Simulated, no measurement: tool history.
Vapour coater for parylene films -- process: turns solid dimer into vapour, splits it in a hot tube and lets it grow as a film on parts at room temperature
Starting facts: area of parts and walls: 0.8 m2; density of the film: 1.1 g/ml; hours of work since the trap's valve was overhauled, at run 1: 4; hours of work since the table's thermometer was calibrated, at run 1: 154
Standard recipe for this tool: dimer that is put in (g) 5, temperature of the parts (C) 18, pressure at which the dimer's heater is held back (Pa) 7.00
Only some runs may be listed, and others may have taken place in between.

run   hour  dimer that is put in (g)  temperature of the parts (C)  pressure at which the dimer's heater is held back (Pa)  hours of work since the trap's valve was overhauled  hours of work since the table's thermometer was calibrated  thickness of the film (nm)
  1    0.0                         5                            18                                                    7.00                                                    4                                                         154                        3860
  2    9.3                         5                            18                                                    7.00                                                    9                                                         158                        3800
  3   19.5                         5                            18                                                    7.00                                                   13                                                         163                        3850
  4   37.6                         3                            18                                                    7.00                                                   22                                                         171                        2320
  5   57.2                         2                            18                                                    7.00                                                   31                                                         180                        1530
  6   72.3                         2                            12                                                    7.00                                                   37                                                         187                        1790
  7   91.5                         2                            12                                                    7.00                                                   46                                                         196                        1820
  8  108.0                         3                            18                                                    7.00                                                   54                                                         203                        2250
  9  129.4                         3                            18                                                    7.00                                                   64                                                         213                        2280
 10  141.9                         3                            18                                                    7.00                                                   69                                                         219                        2240
 11  154.7                         3                            18                                                    7.00                                                   75                                                         225                        2180
 12  166.3                         2                            19                                                    4.71                                                   80                                                         230                        1560
 13  175.3                         7                            18                                                    7.00                                                   85                                                         234                        5160
 14  193.8                         8                            18                                                    7.00                                                   93                                                         243                        5920
 15  212.4                         8                            18                                                    7.00                                                  102                                                         251                        5920
 16  222.0                         8                            18                                                    7.00                                                  106                                                         256                        5890
 17  243.5                         8                            18                                                    7.00                                                  116                                                         265                        5910
 18  262.9                         8                            18                                                    7.00                                                  125                                                         274                        5880
 19  275.1                         8                            18                                                    7.00                                                  130                                                         280                        5860
 20  295.8                         8                            18                                                    4.71                                                  140                                                         289                        6180
 21  304.8                         6                            12                                                    6.41                                                  144                                                         293                        5270
 22  317.2                         6                            12                                                    6.41                                                  149                                                         299                        5270

Branching from run 22: 5 alternative next runs. What would each branch give?
  A  338.6                         5                            19                                                    9.19                                                  159                                                         309                           ?
  B  338.6                         3                            30                                                    6.05                                                  159                                                         309                           ?
  C  338.6                         6                            23                                                    4.66                                                  159                                                         309                           ?
  D  338.6                         6                            12                                                    6.41                                                  159                                                         309                           ?
  E  338.6                         5                            20                                                    7.00                                                  159                                                         309                           ?

run  thickness of the film (nm)
  A                        3420
  B                        1530
  C                        3880
  D                        5230
  E                        3360
Stripped of hidden state, with their random variation kept, the same runs would have yielded:
run  thickness of the film (nm)
  A                        3650
  B                        1630
  C                        4140
  D                        5580
  E                        3590
